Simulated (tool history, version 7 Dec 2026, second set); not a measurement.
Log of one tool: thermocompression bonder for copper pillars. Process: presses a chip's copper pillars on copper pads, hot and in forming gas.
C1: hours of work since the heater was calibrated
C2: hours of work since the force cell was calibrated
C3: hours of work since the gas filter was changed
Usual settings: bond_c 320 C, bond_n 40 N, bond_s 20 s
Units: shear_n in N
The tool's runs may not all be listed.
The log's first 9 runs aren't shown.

Run 10, hour 382.3: usual settings but bond_s 49 s; C1 1196; C2 1261; C3 62. Result: shear_n 83.8 N.
Run 11, hour 428.4: usual settings but bond_s 49 s; C1 1230; C2 1295; C3 96. Result: shear_n 82.9 N.
At hour 461.4: forming gas filter changed.
Run 12, hour 472.1: usual settings but bond_s 49 s; C1 1262; C2 1326; C3 8. Result: shear_n 85.1 N.
Run 13, hour 534.2: usual settings but bond_s 49 s; C1 1307; C2 1372; C3 53. Result: shear_n 84.6 N.
Run 14, hour 563.5: usual settings but bond_s 49 s; C1 1329; C2 1393; C3 75. Result: shear_n 84 N.
Run 15, hour 607: usual settings but bond_s 49 s; C1 1361; C2 1425; C3 107. Result: shear_n 83.5 N.
At hour 629.4: forming gas filter changed.
Run 16, hour 652.3: usual settings but bond_s 49 s; C1 1393; C2 1458; C3 17. Result: shear_n 85.7 N.
Run 17, hour 697.9: usual settings but bond_s 49 s; C1 1427; C2 1491; C3 50. Result: shear_n 84.8 N.
Run 18, hour 750.6: usual settings but bond_s 39 s; C1 1465; C2 1530; C3 89. Result: shear_n 79 N.
Run 19, hour 787.3: usual settings but bond_s 39 s; C1 1492; C2 1556; C3 115. Result: shear_n 78.6 N.
At hour 792.2: forming gas filter changed.
Run 20, hour 819.3: usual settings but bond_c 346 C, bond_s 21 s; C1 1515; C2 1579; C3 20. Result: shear_n 82.7 N.
Run 21, hour 854.5: usual settings but bond_c 346 C, bond_s 21 s; C1 1541; C2 1605; C3 46. Result: shear_n 81.5 N.
Run 22, hour 907.6: usual settings but bond_c 305 C, bond_n 34 N, bond_s 51 s; C1 1580; C2 1644; C3 84. Result: shear_n 69.2 N.
At hour 911.9: force cell calibrated.
At hour 960.3: forming gas filter changed.
Run 23, hour 968.8: usual settings but bond_c 305 C, bond_n 34 N, bond_s 51 s; C1 1623; C2 41; C3 6. Result: shear_n 69.7 N.
Run 24, hour 1014.7: usual settings but bond_c 305 C, bond_n 34 N, bond_s 51 s; C1 1657; C2 75; C3 40. Result: shear_n 69.1 N.
Run 25, hour 1077.9: usual settings but bond_c 334 C, bond_n 35 N, bond_s 51 s; C1 1703; C2 121; C3 86. Result: shear_n 88.8 N.
At hour 1112.1: heater calibrated with a thermocouple chip.
Run 26, hour 1112.1: usual settings but bond_c 334 C, bond_n 35 N, bond_s 51 s; C1 0; C2 145; C3 110. Result: shear_n 82.6 N.
At hour 1125.8: forming gas filter changed.
Run 27, hour 1167.3: usual settings but bond_c 300 C, bond_n 57 N; C1 40; C2 185; C3 30. Result: shear_n 59 N.

Forecast run 28:
Run 28, hour 1203.8: usual settings but bond_n 32 N; C1 67; C2 211; C3 57. Result: shear_n ?.

{"run 28": {"shear_n": 51.3}}
Without the tool's hidden state the same run would have given shear_n 51.8 N.

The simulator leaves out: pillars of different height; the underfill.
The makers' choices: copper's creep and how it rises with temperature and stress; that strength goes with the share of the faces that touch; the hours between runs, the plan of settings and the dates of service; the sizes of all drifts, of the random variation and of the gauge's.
